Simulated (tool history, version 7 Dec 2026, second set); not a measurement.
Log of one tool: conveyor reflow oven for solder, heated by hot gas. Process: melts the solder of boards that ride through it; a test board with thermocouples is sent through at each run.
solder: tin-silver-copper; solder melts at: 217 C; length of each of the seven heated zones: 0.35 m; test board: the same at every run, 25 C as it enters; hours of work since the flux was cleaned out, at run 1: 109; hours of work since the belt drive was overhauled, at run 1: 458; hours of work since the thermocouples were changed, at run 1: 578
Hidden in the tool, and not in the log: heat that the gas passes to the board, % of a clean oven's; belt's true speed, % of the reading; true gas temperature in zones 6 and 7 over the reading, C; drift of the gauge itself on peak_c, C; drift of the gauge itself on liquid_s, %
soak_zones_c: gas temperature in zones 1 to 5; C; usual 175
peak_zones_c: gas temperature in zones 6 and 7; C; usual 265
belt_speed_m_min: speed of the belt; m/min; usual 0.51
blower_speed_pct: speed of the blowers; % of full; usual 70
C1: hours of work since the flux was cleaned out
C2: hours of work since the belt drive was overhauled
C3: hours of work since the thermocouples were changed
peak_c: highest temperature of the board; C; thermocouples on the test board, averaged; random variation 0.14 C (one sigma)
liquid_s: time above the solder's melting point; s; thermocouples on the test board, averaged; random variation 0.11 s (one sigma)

{"run": 1, "day": 0.0, "soak_zones_c": 175, "peak_zones_c": 265, "belt_speed_m_min": 0.51, "blower_speed_pct": 70, "C1": 109, "C2": 458, "C3": 578, "peak_c": 249.7, "liquid_s": 61.3}
{"run": 2, "day": 1.358, "soak_zones_c": 175, "peak_zones_c": 265, "belt_speed_m_min": 0.51, "blower_speed_pct": 53, "C1": 132, "C2": 481, "C3": 600, "peak_c": 244.5, "liquid_s": 54.5}
{"run": 3, "day": 2.467, "soak_zones_c": 175, "peak_zones_c": 265, "belt_speed_m_min": 0.51, "blower_speed_pct": 53, "C1": 150, "C2": 499, "C3": 619, "peak_c": 244.4, "liquid_s": 54.2}
{"run": 4, "day": 3.267, "soak_zones_c": 175, "peak_zones_c": 265, "belt_speed_m_min": 0.51, "blower_speed_pct": 53, "C1": 164, "C2": 512, "C3": 632, "peak_c": 244.6, "liquid_s": 54.4}
{"day": 4.183, "done": "flux residue cleaned out of gas plates and filters"}
{"run": 5, "day": 5.138, "soak_zones_c": 175, "peak_zones_c": 265, "belt_speed_m_min": 0.51, "blower_speed_pct": 53, "C1": 16, "C2": 540, "C3": 660, "peak_c": 243.6, "liquid_s": 53.2}
{"run": 6, "day": 6.833, "soak_zones_c": 175, "peak_zones_c": 265, "belt_speed_m_min": 0.51, "blower_speed_pct": 70, "C1": 44, "C2": 568, "C3": 688, "peak_c": 248.4, "liquid_s": 59.6}
{"day": 7.479, "done": "thermocouples of zones 6 and 7 changed"}
{"run": 7, "day": 7.667, "soak_zones_c": 175, "peak_zones_c": 265, "belt_speed_m_min": 0.51, "blower_speed_pct": 70, "C1": 56, "C2": 580, "C3": 3, "peak_c": 250, "liquid_s": 61}
{"run": 8, "day": 9.046, "soak_zones_c": 175, "peak_zones_c": 276, "belt_speed_m_min": 0.51, "blower_speed_pct": 70, "C1": 79, "C2": 603, "C3": 26, "peak_c": 259.5, "liquid_s": 67.6}
{"run": 9, "day": 10.838, "soak_zones_c": 175, "peak_zones_c": 276, "belt_speed_m_min": 0.51, "blower_speed_pct": 70, "C1": 109, "C2": 633, "C3": 56, "peak_c": 258.9, "liquid_s": 67.3}
{"day": 12.1, "done": "flux residue cleaned out of gas plates and filters, once more"}
{"run": 10, "day": 12.35, "soak_zones_c": 175, "peak_zones_c": 276, "belt_speed_m_min": 0.51, "blower_speed_pct": 70, "C1": 4, "C2": 655, "C3": 77, "peak_c": 262.1, "liquid_s": 69.7}
{"run": 11, "day": 13.788, "soak_zones_c": 175, "peak_zones_c": 276, "belt_speed_m_min": 0.51, "blower_speed_pct": 70, "C1": 28, "C2": 678, "C3": 101, "peak_c": 261.8, "liquid_s": 69.3}
{"run": 12, "day": 14.554, "soak_zones_c": 175, "peak_zones_c": 265, "belt_speed_m_min": 0.497, "blower_speed_pct": 70, "C1": 41, "C2": 691, "C3": 114, "peak_c": 252.7, "liquid_s": 65.5}
{"run": 13, "day": 15.392, "soak_zones_c": 175, "peak_zones_c": 265, "belt_speed_m_min": 0.497, "blower_speed_pct": 70, "C1": 55, "C2": 705, "C3": 128, "peak_c": 252.1, "liquid_s": 65.3}
{"run": 14, "day": 16.846, "soak_zones_c": 175, "peak_zones_c": 265, "belt_speed_m_min": 0.51, "blower_speed_pct": 70, "C1": 79, "C2": 729, "C3": 152, "peak_c": 251.9, "liquid_s": 62.9}
{"run": 15, "day": 17.704, "soak_zones_c": 175, "peak_zones_c": 265, "belt_speed_m_min": 0.51, "blower_speed_pct": 64, "C1": 93, "C2": 743, "C3": 166, "peak_c": 249.5, "liquid_s": 61}
{"run": 16, "day": 18.954, "soak_zones_c": 175, "peak_zones_c": 271, "belt_speed_m_min": 0.51, "blower_speed_pct": 70, "C1": 114, "C2": 764, "C3": 187, "peak_c": 256.6, "liquid_s": 66.1}
{"run": 17, "day": 20.008, "soak_zones_c": 175, "peak_zones_c": 271, "belt_speed_m_min": 0.51, "blower_speed_pct": 70, "C1": 131, "C2": 782, "C3": 204, "peak_c": 256.3, "liquid_s": 66}
{"run": 18, "day": 21.167, "soak_zones_c": 175, "peak_zones_c": 271, "belt_speed_m_min": 0.51, "blower_speed_pct": 70, "C1": 150, "C2": 801, "C3": 223, "peak_c": 256.3, "liquid_s": 66}
{"run": 19, "day": 22.425, "soak_zones_c": 175, "peak_zones_c": 271, "belt_speed_m_min": 0.51, "blower_speed_pct": 70, "C1": 171, "C2": 822, "C3": 244, "peak_c": 255.9, "liquid_s": 65.9}
{"day": 22.783, "done": "flux residue cleaned out of gas plates and filters"}
{"day": 23.254, "done": "belt drive overhauled, speed set with a stopwatch"}
{"run": 20, "day": 24.558, "soak_zones_c": 166, "peak_zones_c": 264, "belt_speed_m_min": 0.485, "blower_speed_pct": 73, "C1": 27, "C2": 22, "C3": 274, "peak_c": 251.4, "liquid_s": 62.6}
{"run": 21, "day": 25.288, "soak_zones_c": 166, "peak_zones_c": 264, "belt_speed_m_min": 0.485, "blower_speed_pct": 73, "C1": 39, "C2": 34, "C3": 286, "peak_c": 251.2, "liquid_s": 62.5}
{"run": 22, "day": 26.771, "soak_zones_c": 167, "peak_zones_c": 259, "belt_speed_m_min": 0.51, "blower_speed_pct": 70, "C1": 63, "C2": 58, "C3": 310, "peak_c": 244.8, "liquid_s": 53.3}
{"run": 23, "day": 27.983, "soak_zones_c": 179, "peak_zones_c": 259, "belt_speed_m_min": 0.587, "blower_speed_pct": 86, "C1": 83, "C2": 78, "C3": 330, "peak_c": 245.9, "liquid_s": 51.3}
{"run": 24, "day": 29.462, "soak_zones_c": 179, "peak_zones_c": 259, "belt_speed_m_min": 0.587, "blower_speed_pct": 86, "C1": 108, "C2": 103, "C3": 355, "peak_c": 245.5, "liquid_s": 51.2}
{"run": 25, "day": 31.104, "soak_zones_c": 179, "peak_zones_c": 259, "belt_speed_m_min": 0.587, "blower_speed_pct": 86, "C1": 135, "C2": 130, "C3": 382, "peak_c": 245.6, "liquid_s": 51}
{"run": 26, "day": 32.871, "soak_zones_c": 179, "peak_zones_c": 256, "belt_speed_m_min": 0.587, "blower_speed_pct": 86, "C1": 164, "C2": 159, "C3": 411, "peak_c": 242.7, "liquid_s": 48.6}
{"day": 33.671, "done": "flux residue cleaned out of gas plates and filters"}
{"run": 27, "day": 33.954, "soak_zones_c": 179, "peak_zones_c": 256, "belt_speed_m_min": 0.587, "blower_speed_pct": 86, "C1": 5, "C2": 174, "C3": 426, "peak_c": 243.7, "liquid_s": 50.1}
{"run": 28, "day": 35.562, "soak_zones_c": 179, "peak_zones_c": 256, "belt_speed_m_min": 0.587, "blower_speed_pct": 86, "C1": 31, "C2": 201, "C3": 453, "peak_c": 243.3, "liquid_s": 49.8}
{"run": 29, "day": 36.738, "soak_zones_c": 175, "peak_zones_c": 267, "belt_speed_m_min": 0.542, "blower_speed_pct": 70, "C1": 51, "C2": 220, "C3": 472, "peak_c": 250.6, "liquid_s": 57.4}
{"run": 30, "day": 37.95, "soak_zones_c": 165, "peak_zones_c": 263, "belt_speed_m_min": 0.451, "blower_speed_pct": 61, "C1": 71, "C2": 240, "C3": 492, "peak_c": 248.5, "liquid_s": 64}

Hidden state at the last listed run before each entry between runs and at the first one after, where it differs:
Between runs 4 and 5: flux residue cleaned out of gas plates and filters (day 4.183)
  heat that the gas passes to the board, % of a clean oven's: 94.1 -> 91; belt's true speed, % of the reading: 99.21 -> 99.17; true gas temperature in zones 6 and 7 over the reading, C: -1.9 -> -1.97
  measured less the result without the state, peak_c: -2.5 -> -3.2 C; liquid_s: -2.3 -> -3.3 s
Between runs 6 and 7: thermocouples of zones 6 and 7 changed (day 7.479)
  heat that the gas passes to the board, % of a clean oven's: 90.3 -> 89.9; belt's true speed, % of the reading: 99.13 -> 99.11; true gas temperature in zones 6 and 7 over the reading, C: -2.05 -> 0.18
  measured less the result without the state, peak_c: -3.8 -> -1.9 C; liquid_s: -3.1 -> -1.6 s
Between runs 9 and 10: flux residue cleaned out of gas plates and filters, once more (day 12.1)
  heat that the gas passes to the board, % of a clean oven's: 88.5 -> 99.7; belt's true speed, % of the reading: 99.03 -> 99; true gas temperature in zones 6 and 7 over the reading, C: 0.03 -> -0.03
  measured less the result without the state, peak_c: -2.6 -> +0.2 C; liquid_s: -1.4 -> +0.9 s
Between runs 19 and 20: flux residue cleaned out of gas plates and filters (day 22.783); belt drive overhauled, speed set with a stopwatch (day 23.254)
  heat that the gas passes to the board, % of a clean oven's: 94.5 -> 99.1; belt's true speed, % of the reading: 98.75 -> 100; true gas temperature in zones 6 and 7 over the reading, C: -0.5 -> -0.59
  measured less the result without the state, peak_c: -1.4 -> -0.7 C; liquid_s: -0.3 -> -0.6 s
Between runs 26 and 27: flux residue cleaned out of gas plates and filters (day 33.671)
  heat that the gas passes to the board, % of a clean oven's: 94.8 -> 99.8; belt's true speed, % of the reading: 99.8 -> 99.77; true gas temperature in zones 6 and 7 over the reading, C: -1 -> -1.04
  measured less the result without the state, peak_c: -2.1 -> -0.9 C; liquid_s: -2.1 -> -0.6 s
